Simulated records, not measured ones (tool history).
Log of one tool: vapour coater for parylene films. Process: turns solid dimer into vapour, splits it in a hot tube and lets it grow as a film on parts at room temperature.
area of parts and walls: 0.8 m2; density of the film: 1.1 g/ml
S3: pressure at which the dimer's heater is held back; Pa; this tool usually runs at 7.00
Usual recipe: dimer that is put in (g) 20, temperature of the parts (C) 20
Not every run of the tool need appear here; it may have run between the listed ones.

Run 1, hour 0.0: usual settings. Result: thickness of the film (um) 9.78.
Run 2, hour 37.2: usual settings but dimer that is put in (g) 14. Result: thickness of the film (um) 6.82.
Run 3, hour 96.4: usual settings but dimer that is put in (g) 11. Result: thickness of the film (um) 5.39.
Run 4, hour 149.6: usual settings but dimer that is put in (g) 11. Result: thickness of the film (um) 5.28.
Run 5, hour 199.4: usual settings but dimer that is put in (g) 11. Result: thickness of the film (um) 5.21.
Run 6, hour 242.0: usual settings but temperature of the parts (C) 29. Result: thickness of the film (um) 7.56.
At hour 293.9: trap's valve overhauled.
Run 7, hour 324.7: usual settings but dimer that is put in (g) 33, temperature of the parts (C) 29. Result: thickness of the film (um) 13.42.
Run 8, hour 363.0: usual settings. Result: thickness of the film (um) 10.16.
Run 9, hour 424.1: usual settings but S3 10.37 Pa. Result: thickness of the film (um) 9.28.
Run 10, hour 466.3: usual settings but S3 10.37 Pa. Result: thickness of the film (um) 9.09.
Run 11, hour 524.9: usual settings. Result: thickness of the film (um) 9.86.
Run 12, hour 587.6: usual settings. Result: thickness of the film (um) 9.85.
Run 13, hour 645.9: usual settings but S3 8.91 Pa. Result: thickness of the film (um) 9.17.
Run 14, hour 679.6: usual settings but dimer that is put in (g) 18. Result: thickness of the film (um) 8.75.
Run 15, hour 760.5: usual settings but dimer that is put in (g) 18. Result: thickness of the film (um) 8.62.
Run 16, hour 838.9: usual settings but dimer that is put in (g) 18. Result: thickness of the film (um) 8.53.
At hour 883.7: trap's valve overhauled.
Run 17, hour 883.7: usual settings but temperature of the parts (C) 25. Result: thickness of the film (um) 9.19.
Run 18, hour 929.0: usual settings but temperature of the parts (C) 25. Result: thickness of the film (um) 9.01.
Run 19, hour 988.6: usual settings but temperature of the parts (C) 25. Result: thickness of the film (um) 8.92.
Run 20, hour 1069.9: usual settings but temperature of the parts (C) 25. Result: thickness of the film (um) 8.78.
Run 21, hour 1124.3: usual settings. Result: thickness of the film (um) 10.04.
Run 22, hour 1200.5: usual settings. Result: thickness of the film (um) 9.79.
Run 23, hour 1265.4: usual settings. Result: thickness of the film (um) 9.63.
Run 24, hour 1332.8: usual settings but S3 6.81 Pa. Result: thickness of the film (um) 9.58.
Run 25, hour 1397.6: usual settings but dimer that is put in (g) 13, temperature of the parts (C) 23, S3 2.13 Pa. Result: thickness of the film (um) 7.52.
Run 26, hour 1447.0: usual settings but dimer that is put in (g) 12, temperature of the parts (C) 23, S3 7.43 Pa. Result: thickness of the film (um) 5.16.
At hour 1473.1: trap's valve overhauled.
Run 27, hour 1488.2: usual settings but dimer that is put in (g) 15, temperature of the parts (C) 26, S3 7.43 Pa. Result: thickness of the film (um) 6.61.
At hour 1517.3: table's thermometer calibrated.
Run 28, hour 1532.5: usual settings but temperature of the parts (C) 18, S3 5.42 Pa. Result: thickness of the film (um) 11.16.
Run 29, hour 1572.7: usual settings but dimer that is put in (g) 28, temperature of the parts (C) 17, S3 2.80 Pa. Result: thickness of the film (um) 18.23.
Run 30, hour 1620.7: usual settings but dimer that is put in (g) 17, temperature of the parts (C) 13, S3 6.41 Pa. Result: thickness of the film (um) 10.04.
Run 31, hour 1674.0: usual settings but dimer that is put in (g) 17, temperature of the parts (C) 13, S3 6.41 Pa. Result: thickness of the film (um) 9.95.
Run 32, hour 1745.2: usual settings but temperature of the parts (C) 30, S3 7.27 Pa. Result: thickness of the film (um) 7.48.
Run 33, hour 1803.6: usual settings but dimer that is put in (g) 25, temperature of the parts (C) 30, S3 7.27 Pa. Result: thickness of the film (um) 9.20.
Run 34, hour 1863.3: usual settings but dimer that is put in (g) 9, temperature of the parts (C) 25, S3 3.11 Pa. Result: thickness of the film (um) 4.47.
Run 35, hour 1931.9: usual settings but dimer that is put in (g) 26, temperature of the parts (C) 17, S3 7.19 Pa. Result: thickness of the film (um) 12.90.
Run 36, hour 1999.6: usual settings but dimer that is put in (g) 26, temperature of the parts (C) 17, S3 7.19 Pa. Result: thickness of the film (um) 12.72.
At hour 2067.2: trap's valve overhauled.
Run 37, hour 2070.9: usual settings but dimer that is put in (g) 19, temperature of the parts (C) 17. Result: thickness of the film (um) 10.24.
Run 38, hour 2147.4: usual settings but dimer that is put in (g) 10, temperature of the parts (C) 24. Result: thickness of the film (um) 4.52.
Run 39, hour 2185.1: usual settings but dimer that is put in (g) 10, temperature of the parts (C) 24. Result: thickness of the film (um) 4.48.
Run 40, hour 2242.9: usual settings but dimer that is put in (g) 10. Result: thickness of the film (um) 4.91.
Run 41, hour 2307.0: usual settings but dimer that is put in (g) 11, temperature of the parts (C) 18, S3 2.21 Pa. Result: thickness of the film (um) 7.18.
Run 42, hour 2387.5: usual settings but dimer that is put in (g) 11, temperature of the parts (C) 18, S3 5.26 Pa. Result: thickness of the film (um) 5.94.
Run 43, hour 2440.1: usual settings but dimer that is put in (g) 11, temperature of the parts (C) 26, S3 5.58 Pa. Result: thickness of the film (um) 4.77.
Run 44, hour 2516.0: usual settings but temperature of the parts (C) 25, S3 5.92 Pa. Result: thickness of the film (um) 8.69.
Run 45, hour 2559.8: usual settings but dimer that is put in (g) 9, temperature of the parts (C) 22, S3 2.32 Pa. Result: thickness of the film (um) 5.13.
Run 46, hour 2610.7: usual settings but dimer that is put in (g) 9, temperature of the parts (C) 22, S3 2.32 Pa. Result: thickness of the film (um) 5.13.
At hour 2655.1: trap's valve overhauled.
Run 47, hour 2692.9: usual settings but dimer that is put in (g) 9, temperature of the parts (C) 22, S3 2.32 Pa. Result: thickness of the film (um) 5.53.

Predict each of these 4 candidate next runs independently; none follows another, all start after run 47:
Run A, hour 2769.1: usual settings but dimer that is put in (g) 25, temperature of the parts (C) 27, S3 10.00 Pa. Result: thickness of the film (um) ?.
Run B, hour 2769.1: usual settings but dimer that is put in (g) 9, temperature of the parts (C) 14, S3 2.32 Pa. Result: thickness of the film (um) ?.
Run C, hour 2769.1: usual settings but dimer that is put in (g) 9, temperature of the parts (C) 22, S3 2.89 Pa. Result: thickness of the film (um) ?.
Run D, hour 2769.1: usual settings but dimer that is put in (g) 21, temperature of the parts (C) 32. Result: thickness of the film (um) ?.

run  thickness of the film (um)
  A                        9.73
  B                        6.62
  C                        5.23
  D                        7.70
Stripped of hidden state, with their random variation kept, the same runs would have yielded:
run  thickness of the film (um)
  A                        9.82
  B                        6.68
  C                        5.28
  D                        7.77
